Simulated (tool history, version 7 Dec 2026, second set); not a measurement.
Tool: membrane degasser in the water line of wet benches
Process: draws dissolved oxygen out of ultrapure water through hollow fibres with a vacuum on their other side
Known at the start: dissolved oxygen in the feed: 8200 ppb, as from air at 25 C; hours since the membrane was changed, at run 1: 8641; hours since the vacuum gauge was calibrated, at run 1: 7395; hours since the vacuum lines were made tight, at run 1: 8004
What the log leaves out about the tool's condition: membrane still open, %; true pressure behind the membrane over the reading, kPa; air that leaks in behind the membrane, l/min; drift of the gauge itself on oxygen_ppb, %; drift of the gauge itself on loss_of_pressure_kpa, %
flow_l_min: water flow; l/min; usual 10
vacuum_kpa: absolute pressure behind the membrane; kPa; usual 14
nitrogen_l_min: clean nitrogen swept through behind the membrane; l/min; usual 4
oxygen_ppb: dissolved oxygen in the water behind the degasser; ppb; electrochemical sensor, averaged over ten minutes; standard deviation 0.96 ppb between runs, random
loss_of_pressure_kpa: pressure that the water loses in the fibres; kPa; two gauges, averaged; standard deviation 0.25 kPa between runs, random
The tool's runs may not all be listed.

run,hour,flow_l_min,vacuum_kpa,nitrogen_l_min,hours since the membrane was changed,hours since the vacuum gauge was calibrated,hours since the vacuum lines were made tight,oxygen_ppb,loss_of_pressure_kpa
1,0,10,14,4,8641,7395,8004,102,68.9
# hour 147.2: seals of the vacuum lines changed
2,184.3,10,25,4,8823,7578,37,165.2,69.41
3,426,10,25,4,9065,7819,279,168.4,69.51
4,555.7,7,14,4,9194,7949,409,64.7,47.96
5,685.4,10,14,4.51,9324,8079,538,92,69.19
6,923.3,10,14,4.51,9562,8317,776,92.5,69.66
# hour 1058.8: vacuum gauge calibrated
7,1116.6,10,14,10.61,9755,58,969,58,69.72
8,1330.8,10,14,10.61,9969,272,1183,58.9,69.73
9,1571.1,10,14,10.61,10209,512,1423,58.8,69.36
10,1709.2,10,14,2.16,10347,650,1561,161.7,69.81
11,1809.3,10,14,2.16,10447,751,1662,158.8,69.76
# hour 1836.6: vacuum gauge calibrated, once more
12,1919.5,10,14,4,10557,83,1771,100.2,69.8
13,2044.9,10,14,4,10682,208,1897,101.2,69.77
14,2201.9,10,14,4,10839,365,2054,102,69.94
15,2315.5,10,14,4,10953,479,2167,101.6,70.02
16,2481.1,11,9.9,4,11119,644,2333,86.3,77.19
17,2711.3,11,18.3,4,11349,875,2563,142,76.94
18,2880.9,8,9.2,3.6,11519,1044,2733,56.3,56.51

The next listed run, before its measurement:
19,2979.4,8,9.2,3.6,11617,1143,2831,?,?

Run 19 measured oxygen_ppb 56.9 ppb, loss_of_pressure_kpa 55.83 kPa.
Were there no unlogged condition in the tool, this run, its random variation unchanged, would have produced oxygen_ppb 48.9 ppb, loss_of_pressure_kpa 52.69 kPa.
